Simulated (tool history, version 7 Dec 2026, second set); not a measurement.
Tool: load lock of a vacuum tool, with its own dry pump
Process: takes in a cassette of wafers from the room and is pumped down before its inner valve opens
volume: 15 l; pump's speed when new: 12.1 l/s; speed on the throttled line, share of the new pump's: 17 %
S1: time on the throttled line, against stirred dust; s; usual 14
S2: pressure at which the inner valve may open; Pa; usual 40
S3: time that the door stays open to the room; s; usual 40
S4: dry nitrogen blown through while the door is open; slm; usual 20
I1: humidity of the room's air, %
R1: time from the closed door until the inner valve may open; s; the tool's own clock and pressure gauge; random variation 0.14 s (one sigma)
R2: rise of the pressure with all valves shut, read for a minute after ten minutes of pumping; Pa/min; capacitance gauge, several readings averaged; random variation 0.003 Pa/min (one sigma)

run 1 hour=0 | S1=14 S2=40 S3=40 S4=20 | I1=46.3 | R1=21.9 R2=0.181
run 2 hour=247.9 | S1=14 S2=40 S3=40 S4=20 | I1=45.1 | R1=21.7 R2=0.184
run 3 hour=431.4 | S1=14 S2=40 S3=40 S4=20 | I1=44.6 | R1=21.9 R2=0.192
run 4 hour=705.2 | S1=14 S2=40 S3=40 S4=20 | I1=44.2 | R1=22.2 R2=0.192
run 5 hour=1076.4 | S1=14 S2=56 S3=40 S4=20 | I1=45.5 | R1=21.6 R2=0.209
run 6 hour=1253.3 | S1=14 S2=40 S3=40 S4=20 | I1=45.9 | R1=22 R2=0.219
run 7 hour=1632.8 | S1=14 S2=35 S3=200 S4=20 | I1=43.2 | R1=22.3 R2=0.299
run 8 hour=1836.7 | S1=14 S2=38 S3=40 S4=20 | I1=45 | R1=22.2 R2=0.228
run 9 hour=2013.6 | S1=14 S2=38 S3=40 S4=20 | I1=47.6 | R1=21.9 R2=0.231
run 10 hour=2321.3 | S1=14 S2=36 S3=206 S4=27 | I1=44.8 | R1=22 R2=0.315

Forecast run 11:
run 11 hour=2658.1 | S1=14 S2=36 S3=206 S4=27 | I1=46 | R1=? R2=?

{"run 11": {"R1": 22.6, "R2": 0.33}}
Without the tool's hidden state the same run would have given R1 21.9 s, R2 0.118 Pa/min.
